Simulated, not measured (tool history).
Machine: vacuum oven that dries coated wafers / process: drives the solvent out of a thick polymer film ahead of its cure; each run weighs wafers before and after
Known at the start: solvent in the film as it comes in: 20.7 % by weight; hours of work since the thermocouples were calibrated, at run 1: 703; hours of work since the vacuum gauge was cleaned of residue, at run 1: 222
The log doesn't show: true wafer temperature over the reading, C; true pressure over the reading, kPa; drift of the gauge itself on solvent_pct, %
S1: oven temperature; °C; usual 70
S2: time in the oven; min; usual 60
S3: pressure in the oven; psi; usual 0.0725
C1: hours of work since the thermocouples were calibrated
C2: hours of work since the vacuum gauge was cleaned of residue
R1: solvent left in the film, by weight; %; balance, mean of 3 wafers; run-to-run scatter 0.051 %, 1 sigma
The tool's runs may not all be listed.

run   hour  S1  S2      S3   C1   C2     R1
  1      0  70  60  0.0725  703  222   1.86
  2   17.8  70  60  0.0725  710  229    1.9
  3   28.6  70  60  0.0725  715  233   1.84
  4   48.6  70  60  0.0725  723  241   1.87
  5   68.6  70  60  0.0725  731  249   1.96
  6   86.6  70  60  0.0725  738  257   1.92
  7  109.6  70  60  0.0725  747  266   1.92
  8  128.5  70  60  0.0725  755  274   1.89
  9  139.7  70  60  0.0725  759  278   1.94
 10  153.5  70  60  0.0725  765  284   1.86
 11  164.8  70  60  0.0725  769  288      2
 12  184.5  70  60  0.0725  777  296   1.81
 13  195.4  70  60  0.0725  782  300   1.84
 14  219.7  70  60  0.0725  792  310   1.86
 15    237  70  60  0.0725  798  317   1.88
 16  256.2  70  60  0.0725  806  325   1.97
 17  277.7  70  60  0.0725  815  334   1.97
 18  293.3  70  60  0.0725  821  340   1.89
 19  312.1  64  33  0.1714  829  347   8.29
 20  329.4  64  33  0.1714  836  354   8.11
 21  345.6  64  33  0.1714  842  361    8.5
 22  360.7  64  33  0.1714  848  367   8.25
 23  378.8  84  33  0.1714  855  374   0.89
 24  404.5  84  33  0.1714  866  385   0.95
 25  425.9  70  43  0.0725  874  393   3.47
 26    447  70  40  0.0754  883  402   3.89
 27  471.4  71  71  0.0754  893  411   1.24
 28    488  76  71  0.1162  899  418   0.68
 29  501.7  70  58   0.048  905  424   2.02
 30  514.7  70  58   0.048  910  429    2.1
 31  537.3  70  58   0.048  919  438   2.03
 32  548.6  70  58   0.048  924  442   2.15
 33  573.5  55  37   0.048  934  452  11.38
 34  592.3  65  60  0.1765  941  460   4.42

Run 35 comes next. What will it give?
 35  616.1  65  60  0.1765  951  470   ?

{"run 35": {"R1": 4.54}}
If the tool had no hidden condition, the same run with the same run-to-run variation would have returned R1 3.68 %.
